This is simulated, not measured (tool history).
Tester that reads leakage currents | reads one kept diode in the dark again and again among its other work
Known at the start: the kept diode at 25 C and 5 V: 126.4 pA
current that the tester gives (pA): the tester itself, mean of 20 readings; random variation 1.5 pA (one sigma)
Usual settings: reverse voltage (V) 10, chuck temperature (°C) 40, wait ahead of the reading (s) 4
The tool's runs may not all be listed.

run   hour  reverse voltage (V)  chuck temperature (°C)  wait ahead of the reading (s)  current that the tester gives (pA)
  1      0                   10                      40                              4                              516.86
  2   64.7                   10                      40                              4                              517.98
  3  117.6                   10                      40                           4.45                              521.35
  4  145.1                   10                      40                           4.45                              518.69
  5  192.4                  3.4                      40                              4                              297.73
  6    252                  1.2                      40                              4                              175.85
  7  287.3                  1.2                      40                              4                               174.7
  8  352.5                  1.2                      56                              4                              473.48
  9  414.7                   10                      40                              4                              523.33
 10  466.7                   10                      40                              4                              524.92
 11  511.1                   10                      40                              4                              526.19
 12  560.8                   10                      40                              4                              527.41
 13  593.5                   10                      40                              4                              529.52

Run 14 comes next. What will it give?
 14  650.1                   10                      40                              4                                   ?

Run 14 gave current that the tester gives (pA) 530.25.
Without the tool's hidden state the same run would have given current that the tester gives (pA) 508.28.
